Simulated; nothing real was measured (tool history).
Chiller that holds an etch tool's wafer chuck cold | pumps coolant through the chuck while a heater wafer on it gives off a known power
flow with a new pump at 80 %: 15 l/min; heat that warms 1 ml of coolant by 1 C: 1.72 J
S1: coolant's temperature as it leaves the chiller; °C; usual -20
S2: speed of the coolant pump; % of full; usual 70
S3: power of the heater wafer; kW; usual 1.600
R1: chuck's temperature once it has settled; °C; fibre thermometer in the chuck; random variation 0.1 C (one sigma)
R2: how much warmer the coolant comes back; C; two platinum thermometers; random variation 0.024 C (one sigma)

run 1 hour=0.0 | S1=-20 S2=70 S3=1.600 | R1=-5.3 R2=4.33
run 2 hour=17.1 | S1=-20 S2=64 S3=1.600 | R1=-4.3 R2=4.76
run 3 hour=56.8 | S1=-20 S2=70 S3=1.600 | R1=-5.3 R2=4.28
run 4 hour=92.7 | S1=-20 S2=70 S3=1.659 | R1=-4.8 R2=4.45
run 5 hour=133.3 | S1=-20 S2=70 S3=1.659 | R1=-4.8 R2=4.44
run 6 hour=161.8 | S1=-20 S2=70 S3=1.659 | R1=-4.7 R2=4.46
run 7 hour=191.8 | S1=-20 S2=70 S3=1.659 | R1=-4.7 R2=4.46
run 8 hour=222.5 | S1=-20 S2=70 S3=1.659 | R1=-4.6 R2=4.45
run 9 hour=249.5 | S1=-20 S2=70 S3=1.659 | R1=-4.6 R2=4.47
run 10 hour=279.4 | S1=-20 S2=83 S3=1.600 | R1=-7.0 R2=3.54
run 11 hour=307.9 | S1=-20 S2=83 S3=1.600 | R1=-6.6 R2=3.61
run 12 hour=333.4 | S1=-20 S2=83 S3=1.600 | R1=-6.8 R2=3.58
run 13 hour=365.8 | S1=-20 S2=83 S3=1.600 | R1=-6.8 R2=3.55
run 14 hour=393.4 | S1=-20 S2=83 S3=0.864 | R1=-12.9 R2=2.01
run 15 hour=430.7 | S1=-12 S2=70 S3=1.600 | R1=2.7 R2=4.25
run 16 hour=447.3 | S1=-12 S2=70 S3=1.600 | R1=2.6 R2=4.32
run 17 hour=465.8 | S1=-12 S2=70 S3=1.600 | R1=2.6 R2=4.33
run 18 hour=505.9 | S1=-20 S2=70 S3=1.682 | R1=-4.5 R2=4.50
run 19 hour=524.5 | S1=-20 S2=70 S3=1.682 | R1=-4.5 R2=4.49
run 20 hour=547.9 | S1=-20 S2=79 S3=1.522 | R1=-7.2 R2=3.62
run 21 hour=571.9 | S1=-20 S2=66 S3=1.251 | R1=-8.0 R2=3.63
run 22 hour=606.7 | S1=-17 S2=61 S3=1.257 | R1=-4.3 R2=3.97
run 23 hour=627.1 | S1=-28 S2=91 S3=1.579 | R1=-15.8 R2=3.17
run 24 hour=649.4 | S1=-20 S2=70 S3=2.098 | R1=-0.8 R2=5.69

The next listed run, before its measurement:
run 25 hour=672.3 | S1=-18 S2=65 S3=2.263 | R1=? R2=?

R1: 4.0 °C
R2: 6.62 C
Without the tool's hidden state the same run would have given R1 3.9 °C, R2 6.61 C.

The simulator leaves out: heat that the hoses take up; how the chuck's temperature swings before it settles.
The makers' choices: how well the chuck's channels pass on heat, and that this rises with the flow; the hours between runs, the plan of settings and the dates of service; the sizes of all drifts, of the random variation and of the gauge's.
